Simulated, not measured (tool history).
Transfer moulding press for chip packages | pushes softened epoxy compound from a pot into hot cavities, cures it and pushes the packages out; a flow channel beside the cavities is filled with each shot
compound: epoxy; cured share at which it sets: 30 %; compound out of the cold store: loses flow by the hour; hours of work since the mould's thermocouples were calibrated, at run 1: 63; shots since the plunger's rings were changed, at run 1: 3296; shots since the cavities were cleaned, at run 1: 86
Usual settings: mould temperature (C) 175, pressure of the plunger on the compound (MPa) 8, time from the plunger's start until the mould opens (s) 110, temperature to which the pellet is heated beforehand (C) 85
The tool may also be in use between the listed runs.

run,hour,mould temperature (C),pressure of the plunger on the compound (MPa),time from the plunger's start until the mould opens (s),temperature to which the pellet is heated beforehand (C),hours of work since the mould's thermocouples were calibrated,shots since the plunger's rings were changed,shots since the cavities were cleaned,incoming compound's hours out of the cold store,length that the compound runs in the flow channel (mm),greatest force on the pins that push the packages out (N)
1,0,175,8,110,85,63,3296,86,9.6,560,292
2,14.4,175,6.2,110,85,72,3442,232,44.6,396,313
# hour 36.7: cavities cleaned with cleaning compound and waxed
3,38.8,175,6.2,110,85,87,3675,22,21.8,453,263
4,54.7,175,6.2,110,85,98,3836,183,31.8,424,311
5,66.3,175,8,110,85,105,3955,302,14.1,537,351
6,79.1,175,8,110,85,114,4085,432,15.6,531,345
# hour 82.9: cavities cleaned with cleaning compound and waxed
7,103.3,175,8,110,85,129,4316,208,31.8,482,312
8,124.9,175,8,110,85,143,4535,427,29.2,488,340
# hour 129.8: cavities cleaned with cleaning compound and waxed
9,138.1,175,8,110,85,151,4654,84,33.9,468,287
10,152.5,175,8,110,85,160,4800,230,16.3,521,324
11,170,175,8,110,85,172,4978,408,20.2,513,362
# hour 175.3: cavities cleaned with cleaning compound and waxed
12,182.8,175,7.72,110,85,179,5094,77,33.1,461,288
13,203.2,175,7.72,110,85,193,5301,284,38.1,442,335
14,215.2,175,7.72,116,85,200,5423,406,38.6,443,338
# hour 221.7: cavities cleaned with cleaning compound and waxed
15,233.8,175,7.72,116,85,212,5597,124,9.9,524,308
16,244.1,175,7.72,116,88,218,5701,228,8.3,533,317
# hour 267.3: cavities cleaned with cleaning compound and waxed
17,267.3,180,7.72,145,88,233,5922,0,21.2,481,236
18,282.2,172,7.02,123,94,242,6073,151,39.8,416,304
19,305.1,172,7.02,123,94,258,6306,384,40.3,412,339
# hour 314.2: cavities cleaned with cleaning compound and waxed
20,329.2,175,9.16,110,85,272,6536,153,44.2,459,313
# hour 344.5: plunger's sealing rings changed
21,355.5,175,8.19,135,93,288,112,395,23.3,538,330
# hour 362.8: cavities cleaned with cleaning compound and waxed
22,377.9,175,8,102,79,302,324,154,34.2,503,310
23,390.2,177,8,102,89,310,449,279,18.6,557,339
# hour 408.7: cavities cleaned with cleaning compound and waxed
24,412,178,8,102,89,323,655,33,13.9,559,269
25,426.2,177,8,102,89,333,800,178,21.1,536,312
26,445.3,177,6.43,134,75,345,994,372,33.2,443,323
# hour 455.3: cavities cleaned with cleaning compound and waxed
27,465.8,170,9.93,132,89,358,1188,107,9.6,654,291
28,485.3,170,9.93,132,89,371,1386,305,35.1,550,333

4 ways to go on from here, each from the tool as it stands after run 28. What would each give?
# hour 501.9: cavities cleaned with cleaning compound and waxed
A,510.2,170,7.67,110,88,386,1624,85,12.3,?,?
# hour 501.9: cavities cleaned with cleaning compound and waxed
B,510.2,170,9.37,132,87,386,1624,85,23.5,?,?
# hour 501.9: cavities cleaned with cleaning compound and waxed
C,510.2,182,9.93,132,89,386,1624,85,15.9,?,?
# hour 501.9: cavities cleaned with cleaning compound and waxed
D,510.2,170,8.01,120,79,386,1624,85,43.2,?,?

run,length that the compound runs in the flow channel (mm),greatest force on the pins that push the packages out (N)
A,560,324
B,577,288
C,603,272
D,472,291
Without the tool's hidden state the same runs would have given:
run,length that the compound runs in the flow channel (mm),greatest force on the pins that push the packages out (N)
A,575,297
B,592,260
C,619,244
D,484,264
